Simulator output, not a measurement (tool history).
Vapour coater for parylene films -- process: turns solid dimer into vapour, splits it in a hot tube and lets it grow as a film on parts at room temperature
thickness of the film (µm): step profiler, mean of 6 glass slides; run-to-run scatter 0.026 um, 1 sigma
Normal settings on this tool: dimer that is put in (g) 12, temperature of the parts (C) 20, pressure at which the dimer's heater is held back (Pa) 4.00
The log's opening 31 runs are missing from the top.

run,hour,dimer that is put in (g),temperature of the parts (C),pressure at which the dimer's heater is held back (Pa),thickness of the film (µm)
# hour 447.0: table's thermometer calibrated
32,456.7,9,13,2.39,2.02
33,474.1,9,13,2.39,1.97
34,484.4,9,19,5.98,1.22
35,501.2,9,16,2.05,1.73
36,522.3,20,17,2.58,3.46
37,535.4,20,23,4.99,2.25
38,550.2,5,23,6.16,0.54
39,561.5,19,23,2.99,2.42
# hour 575.9: table's thermometer calibrated, once more
40,575.9,12,18,4.09,1.92
41,589.2,12,18,4.09,1.88
42,607.9,8,31,4.00,0.66
# hour 618.8: trap's valve overhauled
43,628.4,8,31,4.00,0.74
44,638.6,8,31,9.98,0.63
45,654.3,9,32,9.79,0.69
46,668.3,12,32,10.65,0.89

Here are 4 independent what-if runs from the current tool condition. What would each one return?
A,678.1,6,32,5.31,?
B,678.1,18,22,9.42,?
C,678.1,16,20,10.89,?
D,678.1,7,14,10.06,?

run,thickness of the film (µm)
A,0.54
B,2.24
C,2.19
D,1.29
What these runs would have given with no unlogged condition in the tool:
run,thickness of the film (µm)
A,0.55
B,2.29
C,2.24
D,1.31
